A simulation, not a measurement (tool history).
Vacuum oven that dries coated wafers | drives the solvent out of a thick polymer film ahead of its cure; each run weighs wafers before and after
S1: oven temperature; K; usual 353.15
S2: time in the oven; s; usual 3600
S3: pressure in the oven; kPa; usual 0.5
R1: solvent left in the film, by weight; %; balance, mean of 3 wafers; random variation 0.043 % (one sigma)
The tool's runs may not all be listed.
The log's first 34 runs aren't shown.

{"run": 35, "day": 32.742, "S1": 345.15, "S2": 5280, "S3": 0.342, "R1": 2.28}
{"run": 36, "day": 33.708, "S1": 345.15, "S2": 2160, "S3": 0.342, "R1": 7.8}
{"run": 37, "day": 34.908, "S1": 345.15, "S2": 2160, "S3": 0.342, "R1": 7.71}
{"day": 35.1, "done": "oven's thermocouples calibrated"}
{"run": 38, "day": 36.2, "S1": 345.15, "S2": 5100, "S3": 0.395, "R1": 3.09}
{"run": 39, "day": 36.904, "S1": 345.15, "S2": 5100, "S3": 0.395, "R1": 3}
{"run": 40, "day": 37.558, "S1": 349.15, "S2": 4740, "S3": 0.773, "R1": 2.22}
{"run": 41, "day": 38.354, "S1": 365.15, "S2": 5100, "S3": 0.374, "R1": 0.14}
{"run": 42, "day": 38.954, "S1": 365.15, "S2": 5100, "S3": 0.374, "R1": 0.21}
{"run": 43, "day": 39.662, "S1": 366.15, "S2": 3600, "S3": 0.5, "R1": 0.32}

3 ways to go on from here, each from the tool as it stands after run 43. What would each give?
{"run": "A", "day": 40.988, "S1": 365.15, "S2": 4500, "S3": 0.5, "R1": "?"}
{"run": "B", "day": 40.988, "S1": 346.15, "S2": 3600, "S3": 1.219, "R1": "?"}
{"run": "C", "day": 40.988, "S1": 364.15, "S2": 1980, "S3": 1.414, "R1": "?"}

run=A R1=0.23
run=B R1=5.11
run=C R1=1.96
Without the tool's hidden state the same runs would have given:
run=A R1=0.2
run=B R1=5.12
run=C R1=1.96
